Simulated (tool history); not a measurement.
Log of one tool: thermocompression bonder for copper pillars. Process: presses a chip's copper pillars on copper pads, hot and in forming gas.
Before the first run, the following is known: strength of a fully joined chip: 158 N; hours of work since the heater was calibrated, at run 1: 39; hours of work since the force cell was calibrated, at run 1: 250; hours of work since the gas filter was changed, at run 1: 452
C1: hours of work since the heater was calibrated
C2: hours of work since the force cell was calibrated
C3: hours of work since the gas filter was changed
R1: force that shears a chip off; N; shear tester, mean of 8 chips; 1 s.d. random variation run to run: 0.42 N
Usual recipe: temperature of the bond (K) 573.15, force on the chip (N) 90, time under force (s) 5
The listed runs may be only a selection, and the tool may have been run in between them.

{"run": 1, "hour": 0.0, "temperature of the bond (K)": 573.15, "force on the chip (N)": 90, "time under force (s)": 5, "C1": 39, "C2": 250, "C3": 452, "R1": 71.6}
{"hour": 3.7, "done": "forming gas filter changed"}
{"run": 2, "hour": 8.3, "temperature of the bond (K)": 573.15, "force on the chip (N)": 132, "time under force (s)": 5, "C1": 43, "C2": 254, "C3": 2, "R1": 104.0}
{"run": 3, "hour": 15.3, "temperature of the bond (K)": 573.15, "force on the chip (N)": 90, "time under force (s)": 5, "C1": 46, "C2": 257, "C3": 6, "R1": 73.7}
{"run": 4, "hour": 29.4, "temperature of the bond (K)": 573.15, "force on the chip (N)": 90, "time under force (s)": 5, "C1": 53, "C2": 264, "C3": 12, "R1": 73.7}
{"run": 5, "hour": 38.0, "temperature of the bond (K)": 573.15, "force on the chip (N)": 73, "time under force (s)": 5, "C1": 57, "C2": 268, "C3": 16, "R1": 59.8}
{"run": 6, "hour": 51.6, "temperature of the bond (K)": 573.15, "force on the chip (N)": 76, "time under force (s)": 5, "C1": 64, "C2": 274, "C3": 23, "R1": 62.0}
{"run": 7, "hour": 63.3, "temperature of the bond (K)": 596.15, "force on the chip (N)": 90, "time under force (s)": 5, "C1": 69, "C2": 280, "C3": 28, "R1": 96.5}
{"run": 8, "hour": 69.4, "temperature of the bond (K)": 596.15, "force on the chip (N)": 90, "time under force (s)": 5, "C1": 72, "C2": 283, "C3": 31, "R1": 96.9}
{"run": 9, "hour": 77.9, "temperature of the bond (K)": 596.15, "force on the chip (N)": 90, "time under force (s)": 5, "C1": 76, "C2": 287, "C3": 35, "R1": 96.0}
{"run": 10, "hour": 86.6, "temperature of the bond (K)": 586.15, "force on the chip (N)": 90, "time under force (s)": 5, "C1": 80, "C2": 291, "C3": 40, "R1": 86.7}
{"run": 11, "hour": 94.5, "temperature of the bond (K)": 586.15, "force on the chip (N)": 90, "time under force (s)": 5, "C1": 84, "C2": 295, "C3": 43, "R1": 86.8}
{"run": 12, "hour": 101.6, "temperature of the bond (K)": 586.15, "force on the chip (N)": 90, "time under force (s)": 5, "C1": 87, "C2": 298, "C3": 47, "R1": 86.6}
{"run": 13, "hour": 113.1, "temperature of the bond (K)": 573.15, "force on the chip (N)": 90, "time under force (s)": 5, "C1": 93, "C2": 304, "C3": 52, "R1": 72.9}
{"run": 14, "hour": 119.8, "temperature of the bond (K)": 573.15, "force on the chip (N)": 90, "time under force (s)": 5, "C1": 96, "C2": 307, "C3": 55, "R1": 73.8}
{"run": 15, "hour": 126.1, "temperature of the bond (K)": 573.15, "force on the chip (N)": 90, "time under force (s)": 5, "C1": 99, "C2": 310, "C3": 58, "R1": 74.1}
{"run": 16, "hour": 132.1, "temperature of the bond (K)": 573.15, "force on the chip (N)": 90, "time under force (s)": 5, "C1": 102, "C2": 313, "C3": 61, "R1": 73.4}
{"run": 17, "hour": 140.7, "temperature of the bond (K)": 573.15, "force on the chip (N)": 77, "time under force (s)": 5, "C1": 106, "C2": 317, "C3": 65, "R1": 63.3}
{"run": 18, "hour": 152.8, "temperature of the bond (K)": 573.15, "force on the chip (N)": 77, "time under force (s)": 5, "C1": 112, "C2": 323, "C3": 71, "R1": 62.8}
{"run": 19, "hour": 162.3, "temperature of the bond (K)": 573.15, "force on the chip (N)": 63, "time under force (s)": 5, "C1": 116, "C2": 327, "C3": 76, "R1": 50.2}
{"run": 20, "hour": 168.7, "temperature of the bond (K)": 573.15, "force on the chip (N)": 63, "time under force (s)": 5, "C1": 119, "C2": 330, "C3": 79, "R1": 51.1}
{"run": 21, "hour": 181.0, "temperature of the bond (K)": 573.15, "force on the chip (N)": 63, "time under force (s)": 5, "C1": 125, "C2": 336, "C3": 85, "R1": 50.4}
{"run": 22, "hour": 187.6, "temperature of the bond (K)": 572.15, "force on the chip (N)": 122, "time under force (s)": 6, "C1": 129, "C2": 339, "C3": 88, "R1": 100.1}
{"run": 23, "hour": 199.7, "temperature of the bond (K)": 570.15, "force on the chip (N)": 88, "time under force (s)": 6, "C1": 134, "C2": 345, "C3": 94, "R1": 73.8}
{"run": 24, "hour": 208.5, "temperature of the bond (K)": 573.15, "force on the chip (N)": 118, "time under force (s)": 9, "C1": 138, "C2": 349, "C3": 98, "R1": 110.8}
{"run": 25, "hour": 216.4, "temperature of the bond (K)": 588.15, "force on the chip (N)": 121, "time under force (s)": 5, "C1": 142, "C2": 353, "C3": 102, "R1": 110.5}
{"run": 26, "hour": 224.5, "temperature of the bond (K)": 588.15, "force on the chip (N)": 121, "time under force (s)": 5, "C1": 146, "C2": 357, "C3": 105, "R1": 110.9}
{"run": 27, "hour": 235.7, "temperature of the bond (K)": 588.15, "force on the chip (N)": 88, "time under force (s)": 14, "C1": 151, "C2": 362, "C3": 111, "R1": 115.9}
{"run": 28, "hour": 247.7, "temperature of the bond (K)": 588.15, "force on the chip (N)": 135, "time under force (s)": 14, "C1": 157, "C2": 368, "C3": 117, "R1": 142.0}
{"run": 29, "hour": 261.0, "temperature of the bond (K)": 560.15, "force on the chip (N)": 75, "time under force (s)": 14, "C1": 164, "C2": 374, "C3": 123, "R1": 73.9}
{"run": 30, "hour": 273.9, "temperature of the bond (K)": 560.15, "force on the chip (N)": 75, "time under force (s)": 14, "C1": 170, "C2": 381, "C3": 129, "R1": 74.3}
{"run": 31, "hour": 282.6, "temperature of the bond (K)": 560.15, "force on the chip (N)": 110, "time under force (s)": 14, "C1": 174, "C2": 385, "C3": 133, "R1": 102.8}
{"run": 32, "hour": 291.5, "temperature of the bond (K)": 552.15, "force on the chip (N)": 119, "time under force (s)": 5, "C1": 178, "C2": 389, "C3": 138, "R1": 71.0}
{"run": 33, "hour": 299.5, "temperature of the bond (K)": 573.15, "force on the chip (N)": 117, "time under force (s)": 4, "C1": 182, "C2": 393, "C3": 141, "R1": 86.9}
{"run": 34, "hour": 311.1, "temperature of the bond (K)": 573.15, "force on the chip (N)": 117, "time under force (s)": 4, "C1": 188, "C2": 398, "C3": 147, "R1": 87.2}
{"run": 35, "hour": 321.0, "temperature of the bond (K)": 573.15, "force on the chip (N)": 106, "time under force (s)": 5, "C1": 192, "C2": 403, "C3": 152, "R1": 85.8}
{"run": 36, "hour": 330.4, "temperature of the bond (K)": 573.15, "force on the chip (N)": 82, "time under force (s)": 13, "C1": 197, "C2": 408, "C3": 156, "R1": 92.5}
{"run": 37, "hour": 336.7, "temperature of the bond (K)": 598.15, "force on the chip (N)": 71, "time under force (s)": 9, "C1": 200, "C2": 411, "C3": 159, "R1": 95.9}
{"run": 38, "hour": 348.2, "temperature of the bond (K)": 597.15, "force on the chip (N)": 55, "time under force (s)": 3, "C1": 205, "C2": 416, "C3": 165, "R1": 50.3}

5 options for the next run, each taken on its own from the tool as it stands now. Forecast them:
{"run": "A", "hour": 354.2, "temperature of the bond (K)": 597.15, "force on the chip (N)": 86, "time under force (s)": 11, "C1": 208, "C2": 419, "C3": 167, "R1": "?"}
{"run": "B", "hour": 354.2, "temperature of the bond (K)": 590.15, "force on the chip (N)": 70, "time under force (s)": 3, "C1": 208, "C2": 419, "C3": 167, "R1": "?"}
{"run": "C", "hour": 354.2, "temperature of the bond (K)": 597.15, "force on the chip (N)": 87, "time under force (s)": 3, "C1": 208, "C2": 419, "C3": 167, "R1": "?"}
{"run": "D", "hour": 354.2, "temperature of the bond (K)": 557.15, "force on the chip (N)": 81, "time under force (s)": 10, "C1": 208, "C2": 419, "C3": 167, "R1": "?"}
{"run": "E", "hour": 354.2, "temperature of the bond (K)": 596.15, "force on the chip (N)": 76, "time under force (s)": 3, "C1": 208, "C2": 419, "C3": 167, "R1": "?"}

run=A R1=115.1
run=B R1=59.2
run=C R1=80.4
run=D R1=68.2
run=E R1=69.6
What these runs would have given with no unlogged condition in the tool:
run=A R1=117.7
run=B R1=61.0
run=C R1=82.6
run=D R1=70.1
run=E R1=71.7
